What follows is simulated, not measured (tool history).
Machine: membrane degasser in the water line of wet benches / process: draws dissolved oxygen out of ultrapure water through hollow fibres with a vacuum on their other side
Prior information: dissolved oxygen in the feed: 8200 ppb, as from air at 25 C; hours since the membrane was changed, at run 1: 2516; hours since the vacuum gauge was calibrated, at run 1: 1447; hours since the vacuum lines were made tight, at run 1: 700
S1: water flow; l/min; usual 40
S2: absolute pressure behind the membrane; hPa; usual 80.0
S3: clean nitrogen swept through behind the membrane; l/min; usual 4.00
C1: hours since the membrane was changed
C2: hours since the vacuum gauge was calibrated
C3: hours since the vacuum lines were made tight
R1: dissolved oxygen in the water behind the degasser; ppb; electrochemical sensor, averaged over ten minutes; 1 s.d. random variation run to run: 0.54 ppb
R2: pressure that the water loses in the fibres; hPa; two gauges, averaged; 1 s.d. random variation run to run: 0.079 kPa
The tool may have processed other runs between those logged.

run	hour	S1	S2	S3	C1	C2	C3	R1	R2
1	0.0	40	80.0	4.00	2516	1447	700	124.2	259.8
2	97.8	40	80.0	4.00	2614	1545	797	123.7	260.3
3	152.3	55	80.0	4.00	2668	1599	852	171.7	358.1
4	261.4	55	80.0	4.00	2777	1708	961	172.6	357.8
5	350.4	55	80.0	4.00	2866	1797	1050	173.3	358.8
6	433.0	40	185.8	4.00	2949	1880	1133	360.3	260.2
7	521.8	40	80.0	11.09	3038	1969	1221	53.5	261.0
8	611.7	37	80.0	4.00	3128	2058	1311	115.2	241.8
9	662.6	37	80.0	4.00	3178	2109	1362	115.2	241.7
10	746.0	34	80.0	6.48	3262	2193	1446	69.5	221.8
11	837.2	28	80.0	2.85	3353	2284	1537	116.9	182.8
12	917.7	24	63.6	9.68	3434	2364	1617	23.2	156.1
13	997.7	24	63.6	9.68	3514	2444	1697	23.2	158.2
14	1067.6	38	63.3	2.33	3584	2514	1767	128.1	249.1
15	1156.9	40	80.0	6.19	3673	2604	1856	87.1	261.5
16	1274.2	45	119.7	11.19	3790	2721	1974	100.9	295.0
17	1331.2	45	119.7	11.19	3847	2778	2031	101.2	295.1
18	1436.1	59	120.3	10.87	3952	2883	2136	141.7	385.8

Alternative continuations, all from the tool just after run 18; predict every row:
A	1514.8	26	185.4	4.90	4031	2962	2214	?	?
B	1514.8	58	129.1	10.87	4031	2962	2214	?	?
C	1514.8	27	68.7	10.87	4031	2962	2214	?	?
D	1514.8	40	80.0	1.69	4031	2962	2214	?	?

run	R1	R2
A	199.3	168.5
B	149.8	379.4
C	27.6	177.3
D	260.2	262.4
The same runs, with their run-to-run variation unchanged, on a tool lacking any hidden condition would have given:
run	R1	R2
A	195.4	164.9
B	144.9	371.4
C	26.0	173.5
D	251.8	256.9

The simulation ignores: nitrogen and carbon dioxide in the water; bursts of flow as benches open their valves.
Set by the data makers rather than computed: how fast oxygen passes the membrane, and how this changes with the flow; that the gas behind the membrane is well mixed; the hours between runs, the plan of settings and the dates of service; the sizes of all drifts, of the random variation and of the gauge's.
